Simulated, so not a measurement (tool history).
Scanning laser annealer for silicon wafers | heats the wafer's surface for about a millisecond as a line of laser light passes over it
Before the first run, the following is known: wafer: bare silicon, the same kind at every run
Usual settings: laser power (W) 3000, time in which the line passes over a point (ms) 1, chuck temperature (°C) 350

run	hour	laser power (W)	time in which the line passes over a point (ms)	chuck temperature (°C)	highest temperature of the surface (°C)
1	0	3000	1	350	1068
2	6.1	3000	0.88	350	1021
3	13.1	3000	0.88	350	1020
4	19	3000	0.88	350	1020
5	30.4	3000	0.88	350	1023
6	40.7	3000	0.88	350	1021
7	45.6	3000	1	350	1068
8	54.5	3000	1	350	1068
9	62.2	3000	1	350	1072
10	67.2	3000	1	359	1077
11	76.3	3000	1	359	1074
12	84.9	3000	1	359	1077
13	95.3	3000	1	359	1079
14	104.2	3000	1	359	1076
15	110.9	3000	1	360	1078
16	121.7	3000	1	360	1078
17	130.2	3069	1	360	1100
18	135.2	2683	1	350	977
19	141.8	3000	1	371	1090
20	153	3000	1	371	1087
21	163.8	2860	1	350	1029
22	174.4	2574	1	339	938
23	182.2	2574	1	339	935
24	190.7	3000	1.06	389	1132
25	198.7	3129	1.06	389	1171
26	209.7	3129	1.13	389	1194
27	221.3	3129	1.13	389	1200
28	232.7	3089	1.13	327	1122
29	237.6	3089	1.13	327	1119
30	242.4	2969	1.15	388	1153
31	254	2969	1.15	340	1105
32	264.5	2810	1.08	350	1041
33	275.7	2810	1.08	352	1046
34	282.3	3000	1.04	385	1121
35	287.3	2714	1.02	330	975
36	296.7	2850	1	337	1016
37	303.3	2980	1	319	1031

The next listed run, before its measurement:
38	308.5	2609	0.76	350	?

Run 38 yielded highest temperature of the surface (°C) 875.
Take away the tool's hidden state, keep the run-to-run variation as it was, and the same run would have given highest temperature of the surface (°C) 876.
